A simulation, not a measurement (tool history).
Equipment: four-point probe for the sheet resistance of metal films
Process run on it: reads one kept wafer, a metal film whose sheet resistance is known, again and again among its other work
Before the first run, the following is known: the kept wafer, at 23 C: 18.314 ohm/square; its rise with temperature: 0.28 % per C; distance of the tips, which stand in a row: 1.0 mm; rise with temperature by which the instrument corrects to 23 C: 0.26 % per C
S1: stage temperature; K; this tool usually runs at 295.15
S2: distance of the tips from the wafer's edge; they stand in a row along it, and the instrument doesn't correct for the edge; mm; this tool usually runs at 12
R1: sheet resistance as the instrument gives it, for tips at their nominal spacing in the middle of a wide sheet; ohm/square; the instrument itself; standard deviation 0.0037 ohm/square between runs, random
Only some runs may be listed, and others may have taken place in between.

run,hour,S1,S2,R1
1,0,295.15,12,18.423456
2,63.6,291.15,12,18.408205
3,162.7,291.15,12,18.413695
4,233.3,291.15,12,18.412978
5,352,291.15,12,18.424499
6,486,291.15,12,18.423236
7,573.7,291.15,12,18.428011
8,683.8,291.15,12,18.433094
9,800.5,291.15,12,18.43384
10,882.4,291.15,12,18.432221
11,968.9,295.15,12,18.45715
12,1100.6,295.15,12,18.455115
13,1244.4,295.15,12,18.469683
14,1372.7,295.15,33,18.409496
15,1454.1,295.15,33,18.407971
16,1546.5,295.15,12,18.472664
17,1610.7,295.15,12,18.48784
18,1712.5,295.15,12,18.485088
19,1813.7,295.15,12,18.488006
20,1897.1,295.15,12,18.480502
21,1989.2,295.15,12,18.491644
22,2053.1,295.15,12,18.496253
23,2126.6,295.15,12,18.491629
# hour 2228.1: stage's thermometer calibrated
24,2262.7,308.15,8,18.641042
25,2409.9,301.15,5,18.858341
26,2529.1,294.15,12,18.513709
27,2617.8,292.15,13,18.492708
# hour 2668.8: stage's thermometer calibrated, once more
28,2745.8,301.15,36,18.442387
29,2811.3,301.15,36,18.441771
30,2939.6,293.15,10,18.50428
31,3000.8,293.15,10,18.507521
32,3099.6,292.15,34,18.412408
33,3223.6,303.15,35,18.46781
34,3292.6,296.15,24,18.446782
35,3367.1,303.15,4,19.061721
36,3435.4,303.15,4,19.06227
37,3574.6,299.15,52,18.450755
38,3640.5,301.15,3,19.502338
39,3737.4,292.15,23,18.439602
40,3876.1,292.15,23,18.457529
41,3979.4,300.15,12,18.544469
42,4117.5,300.15,12,18.550014
43,4247.4,300.15,12,18.549543

Forecast run 44:
44,4389.3,298.15,12,?

R1: 18.546163 ohm/square
Were there no unlogged condition in the tool, this run, its random variation unchanged, would have produced R1 18.392157 ohm/square.
